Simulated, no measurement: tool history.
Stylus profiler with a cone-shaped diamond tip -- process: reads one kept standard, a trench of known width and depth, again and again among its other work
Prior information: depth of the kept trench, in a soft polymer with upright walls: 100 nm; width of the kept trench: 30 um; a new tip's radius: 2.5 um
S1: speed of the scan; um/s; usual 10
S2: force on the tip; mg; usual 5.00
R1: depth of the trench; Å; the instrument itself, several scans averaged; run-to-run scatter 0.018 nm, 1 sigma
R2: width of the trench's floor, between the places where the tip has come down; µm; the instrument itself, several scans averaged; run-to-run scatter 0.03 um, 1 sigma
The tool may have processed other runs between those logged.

{"run": 1, "hour": 0.0, "S1": 10, "S2": 5.0, "R1": 1021.8, "R2": 28.63}
{"run": 2, "hour": 31.0, "S1": 10, "S2": 5.0, "R1": 1021.6, "R2": 28.57}
{"run": 3, "hour": 56.7, "S1": 10, "S2": 5.0, "R1": 1021.3, "R2": 28.54}
{"run": 4, "hour": 81.2, "S1": 10, "S2": 5.0, "R1": 1021.9, "R2": 28.56}
{"run": 5, "hour": 107.6, "S1": 10, "S2": 5.0, "R1": 1021.5, "R2": 28.58}
{"run": 6, "hour": 136.0, "S1": 10, "S2": 5.0, "R1": 1021.9, "R2": 28.6}
{"run": 7, "hour": 160.9, "S1": 10, "S2": 5.0, "R1": 1021.9, "R2": 28.56}
{"run": 8, "hour": 189.0, "S1": 10, "S2": 1.95, "R1": 1011.6, "R2": 28.51}
{"run": 9, "hour": 210.2, "S1": 10, "S2": 1.95, "R1": 1011.5, "R2": 28.55}
{"run": 10, "hour": 231.2, "S1": 10, "S2": 5.0, "R1": 1021.5, "R2": 28.58}
{"run": 11, "hour": 256.6, "S1": 16, "S2": 5.0, "R1": 1021.6, "R2": 28.52}
{"run": 12, "hour": 272.0, "S1": 16, "S2": 5.0, "R1": 1021.7, "R2": 28.51}
{"run": 13, "hour": 303.2, "S1": 10, "S2": 5.39, "R1": 1022.8, "R2": 28.58}
{"run": 14, "hour": 317.7, "S1": 10, "S2": 5.39, "R1": 1022.5, "R2": 28.54}
{"run": 15, "hour": 345.2, "S1": 10, "S2": 5.39, "R1": 1022.7, "R2": 28.58}
{"run": 16, "hour": 376.1, "S1": 10, "S2": 5.39, "R1": 1022.5, "R2": 28.56}
{"run": 17, "hour": 403.2, "S1": 10, "S2": 5.39, "R1": 1022.7, "R2": 28.54}
{"run": 18, "hour": 428.5, "S1": 10, "S2": 12.74, "R1": 1041.0, "R2": 28.6}
{"run": 19, "hour": 452.0, "S1": 10, "S2": 12.74, "R1": 1040.4, "R2": 28.59}
{"run": 20, "hour": 473.8, "S1": 10, "S2": 5.0, "R1": 1021.6, "R2": 28.58}
{"run": 21, "hour": 500.7, "S1": 10, "S2": 5.0, "R1": 1021.8, "R2": 28.57}
{"run": 22, "hour": 518.1, "S1": 17, "S2": 5.0, "R1": 1021.5, "R2": 28.54}
{"run": 23, "hour": 548.4, "S1": 17, "S2": 5.0, "R1": 1021.6, "R2": 28.54}
{"run": 24, "hour": 563.8, "S1": 16, "S2": 5.0, "R1": 1021.6, "R2": 28.56}
{"run": 25, "hour": 579.4, "S1": 16, "S2": 5.0, "R1": 1021.7, "R2": 28.56}
{"run": 26, "hour": 607.1, "S1": 19, "S2": 3.7, "R1": 1017.6, "R2": 28.53}
{"run": 27, "hour": 628.5, "S1": 31, "S2": 2.2, "R1": 1012.5, "R2": 28.43}
{"run": 28, "hour": 660.4, "S1": 3, "S2": 4.92, "R1": 1021.4, "R2": 28.57}
{"run": 29, "hour": 680.2, "S1": 18, "S2": 8.97, "R1": 1032.2, "R2": 28.49}
{"run": 30, "hour": 701.4, "S1": 18, "S2": 8.97, "R1": 1031.7, "R2": 28.59}
{"run": 31, "hour": 726.3, "S1": 18, "S2": 10.37, "R1": 1035.1, "R2": 28.56}
{"run": 32, "hour": 743.2, "S1": 7, "S2": 9.94, "R1": 1034.1, "R2": 28.56}
{"run": 33, "hour": 772.7, "S1": 7, "S2": 1.94, "R1": 1011.3, "R2": 28.54}
{"run": 34, "hour": 794.4, "S1": 4, "S2": 3.48, "R1": 1016.9, "R2": 28.56}
{"run": 35, "hour": 811.4, "S1": 4, "S2": 2.05, "R1": 1011.4, "R2": 28.54}
{"run": 36, "hour": 829.4, "S1": 16, "S2": 5.0, "R1": 1021.9, "R2": 28.58}
{"run": 37, "hour": 854.7, "S1": 8, "S2": 10.11, "R1": 1034.9, "R2": 28.53}
{"run": 38, "hour": 878.3, "S1": 2, "S2": 5.77, "R1": 1024.1, "R2": 28.61}
{"run": 39, "hour": 896.4, "S1": 5, "S2": 7.65, "R1": 1029.1, "R2": 28.53}
{"run": 40, "hour": 927.6, "S1": 39, "S2": 2.46, "R1": 1013.7, "R2": 28.45}
{"run": 41, "hour": 954.3, "S1": 6, "S2": 4.51, "R1": 1020.5, "R2": 28.59}
{"run": 42, "hour": 971.1, "S1": 6, "S2": 5.09, "R1": 1021.7, "R2": 28.56}
{"run": 43, "hour": 999.5, "S1": 6, "S2": 5.09, "R1": 1021.6, "R2": 28.59}
{"run": 44, "hour": 1032.1, "S1": 6, "S2": 5.09, "R1": 1021.8, "R2": 28.57}
{"run": 45, "hour": 1065.1, "S1": 24, "S2": 7.28, "R1": 1027.8, "R2": 28.58}
{"run": 46, "hour": 1081.7, "S1": 24, "S2": 7.28, "R1": 1028.0, "R2": 28.5}
{"run": 47, "hour": 1107.6, "S1": 11, "S2": 3.71, "R1": 1017.8, "R2": 28.62}

3 options for the next run, each taken on its own from the tool as it stands now. Forecast them:
{"run": "A", "hour": 1136.1, "S1": 4, "S2": 4.7, "R1": "?", "R2": "?"}
{"run": "B", "hour": 1136.1, "S1": 11, "S2": 1.71, "R1": "?", "R2": "?"}
{"run": "C", "hour": 1136.1, "S1": 24, "S2": 6.75, "R1": "?", "R2": "?"}

run=A R1=1020.6 R2=28.59
run=B R1=1010.5 R2=28.51
run=C R1=1026.4 R2=28.52
Stripped of hidden state, with their random variation kept, the same runs would have yielded:
run=A R1=1020.5 R2=28.60
run=B R1=1010.5 R2=28.53
run=C R1=1026.4 R2=28.54
